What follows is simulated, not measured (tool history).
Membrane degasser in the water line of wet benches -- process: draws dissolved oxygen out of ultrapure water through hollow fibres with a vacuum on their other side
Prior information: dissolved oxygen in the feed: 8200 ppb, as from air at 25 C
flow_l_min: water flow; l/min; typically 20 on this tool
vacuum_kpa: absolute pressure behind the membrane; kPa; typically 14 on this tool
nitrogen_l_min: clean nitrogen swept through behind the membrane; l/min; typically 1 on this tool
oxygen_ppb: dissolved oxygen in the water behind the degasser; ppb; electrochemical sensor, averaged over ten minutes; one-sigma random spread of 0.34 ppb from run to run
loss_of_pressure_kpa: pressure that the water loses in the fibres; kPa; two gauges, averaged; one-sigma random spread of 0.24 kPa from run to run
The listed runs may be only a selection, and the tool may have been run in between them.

run	hour	flow_l_min	vacuum_kpa	nitrogen_l_min	oxygen_ppb	loss_of_pressure_kpa
1	0	20	14	1	460.8	61
2	69.8	20	14	1	461.3	61.64
3	102.4	20	14	1	461.1	60.89
4	175	20	14	1	461.1	61.18
5	247.9	20	14	1	461.3	60.99
6	302.7	14	25.1	1.71	409.5	42.95
7	343.6	14	16.1	0.51	703.6	42.8
8	413.3	14	16.1	0.51	703.3	42.83
9	468.8	16	9.7	0.79	285.3	48.63
10	501.9	17	14	1	399.9	51.74

What if the next run were any one of these 3? Each begins from the tool's condition after run 10:
A	547.2	15	15.1	0.91	?	?
B	547.2	19	17.1	2.19	?	?
C	547.2	19	9	0.47	?	?

run	oxygen_ppb	loss_of_pressure_kpa
A	426.5	46.03
B	280.9	57.96
C	451	58.28
The same runs, with their run-to-run variation unchanged, on a tool lacking any hidden condition would have given:
run	oxygen_ppb	loss_of_pressure_kpa
A	426.5	46.03
B	280.9	57.96
C	451.1	58.28
